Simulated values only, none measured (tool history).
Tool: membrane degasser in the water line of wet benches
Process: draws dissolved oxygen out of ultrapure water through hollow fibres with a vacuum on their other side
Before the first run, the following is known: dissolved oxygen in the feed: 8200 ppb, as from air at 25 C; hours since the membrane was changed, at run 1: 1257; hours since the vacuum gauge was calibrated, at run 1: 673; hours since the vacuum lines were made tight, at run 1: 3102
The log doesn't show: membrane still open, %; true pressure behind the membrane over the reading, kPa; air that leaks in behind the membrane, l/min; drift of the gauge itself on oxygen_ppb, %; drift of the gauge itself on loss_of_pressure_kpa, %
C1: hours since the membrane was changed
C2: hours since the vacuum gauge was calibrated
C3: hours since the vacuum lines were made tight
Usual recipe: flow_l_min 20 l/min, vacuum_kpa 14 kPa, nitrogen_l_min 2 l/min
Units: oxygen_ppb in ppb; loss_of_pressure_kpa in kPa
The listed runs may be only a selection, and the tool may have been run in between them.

Run 1, hour 0: usual settings; C1 1257; C2 673; C3 3102. Result: oxygen_ppb 255.4 ppb, loss_of_pressure_kpa 51.8 kPa.
Run 2, hour 37.8: usual settings but vacuum_kpa 8.7 kPa; C1 1295; C2 711; C3 3140. Result: oxygen_ppb 133.8 ppb, loss_of_pressure_kpa 52.09 kPa.
Run 3, hour 67.7: usual settings but vacuum_kpa 8.7 kPa; C1 1325; C2 741; C3 3170. Result: oxygen_ppb 135.5 ppb, loss_of_pressure_kpa 52.08 kPa.
Run 4, hour 111.4: usual settings but vacuum_kpa 8.7 kPa; C1 1368; C2 785; C3 3214. Result: oxygen_ppb 135.8 ppb, loss_of_pressure_kpa 52.09 kPa.
Run 5, hour 170.9: usual settings; C1 1428; C2 844; C3 3273. Result: oxygen_ppb 254 ppb, loss_of_pressure_kpa 51.74 kPa.
Run 6, hour 220: usual settings; C1 1477; C2 893; C3 3322. Result: oxygen_ppb 254 ppb, loss_of_pressure_kpa 51.69 kPa.
Run 7, hour 286.2: usual settings; C1 1543; C2 960; C3 3388. Result: oxygen_ppb 255 ppb, loss_of_pressure_kpa 52.03 kPa.
Run 8, hour 328: usual settings; C1 1585; C2 1001; C3 3430. Result: oxygen_ppb 257.8 ppb, loss_of_pressure_kpa 51.92 kPa.
Run 9, hour 368.7: usual settings; C1 1626; C2 1042; C3 3471. Result: oxygen_ppb 258.6 ppb, loss_of_pressure_kpa 51.79 kPa.
Run 10, hour 403.5: usual settings; C1 1660; C2 1077; C3 3506. Result: oxygen_ppb 258.1 ppb, loss_of_pressure_kpa 51.8 kPa.
Run 11, hour 466.7: usual settings; C1 1723; C2 1140; C3 3569. Result: oxygen_ppb 255 ppb, loss_of_pressure_kpa 52.03 kPa.
Run 12, hour 528: usual settings; C1 1785; C2 1201; C3 3630. Result: oxygen_ppb 258.9 ppb, loss_of_pressure_kpa 52.32 kPa.
Run 13, hour 579: usual settings; C1 1836; C2 1252; C3 3681. Result: oxygen_ppb 257.5 ppb, loss_of_pressure_kpa 52.19 kPa.
Run 14, hour 644.8: usual settings; C1 1902; C2 1318; C3 3747. Result: oxygen_ppb 257 ppb, loss_of_pressure_kpa 52.42 kPa.
Run 15, hour 715.6: usual settings; C1 1972; C2 1389; C3 3818. Result: oxygen_ppb 257.9 ppb, loss_of_pressure_kpa 52.29 kPa.
Run 16, hour 772.4: usual settings; C1 2029; C2 1446; C3 3874. Result: oxygen_ppb 261 ppb, loss_of_pressure_kpa 51.99 kPa.
Run 17, hour 845.5: usual settings but flow_l_min 16 l/min, nitrogen_l_min 2.59 l/min; C1 2102; C2 1519; C3 3948. Result: oxygen_ppb 163.7 ppb, loss_of_pressure_kpa 41.46 kPa.
Run 18, hour 894.8: usual settings but nitrogen_l_min 5.23 l/min; C1 2152; C2 1568; C3 3997. Result: oxygen_ppb 107.5 ppb, loss_of_pressure_kpa 51.99 kPa.
Run 19, hour 963.2: usual settings but nitrogen_l_min 1.24 l/min; C1 2220; C2 1637; C3 4065. Result: oxygen_ppb 392.3 ppb, loss_of_pressure_kpa 51.9 kPa.
Run 20, hour 1034: usual settings but nitrogen_l_min 1.24 l/min; C1 2291; C2 1707; C3 4136. Result: oxygen_ppb 391.5 ppb, loss_of_pressure_kpa 52.36 kPa.
Run 21, hour 1065.4: usual settings but nitrogen_l_min 1.24 l/min; C1 2322; C2 1739; C3 4167. Result: oxygen_ppb 392.9 ppb, loss_of_pressure_kpa 52.57 kPa.
Run 22, hour 1106.1: usual settings but flow_l_min 13 l/min, vacuum_kpa 34.6 kPa, nitrogen_l_min 4.43 l/min; C1 2363; C2 1780; C3 4208. Result: oxygen_ppb 229.5 ppb, loss_of_pressure_kpa 34.32 kPa.

Predict the results of run 23:
Run 23, hour 1139.7: usual settings but flow_l_min 13 l/min, vacuum_kpa 34.6 kPa, nitrogen_l_min 4.43 l/min; C1 2396; C2 1813; C3 4242. Result: oxygen_ppb ?, loss_of_pressure_kpa ?.

{"run 23": {"oxygen_ppb": 230, "loss_of_pressure_kpa": 34.12}}
Take away the tool's hidden state, keep the run-to-run variation as it was, and the same run would have given oxygen_ppb 224 ppb, loss_of_pressure_kpa 33.45 kPa.

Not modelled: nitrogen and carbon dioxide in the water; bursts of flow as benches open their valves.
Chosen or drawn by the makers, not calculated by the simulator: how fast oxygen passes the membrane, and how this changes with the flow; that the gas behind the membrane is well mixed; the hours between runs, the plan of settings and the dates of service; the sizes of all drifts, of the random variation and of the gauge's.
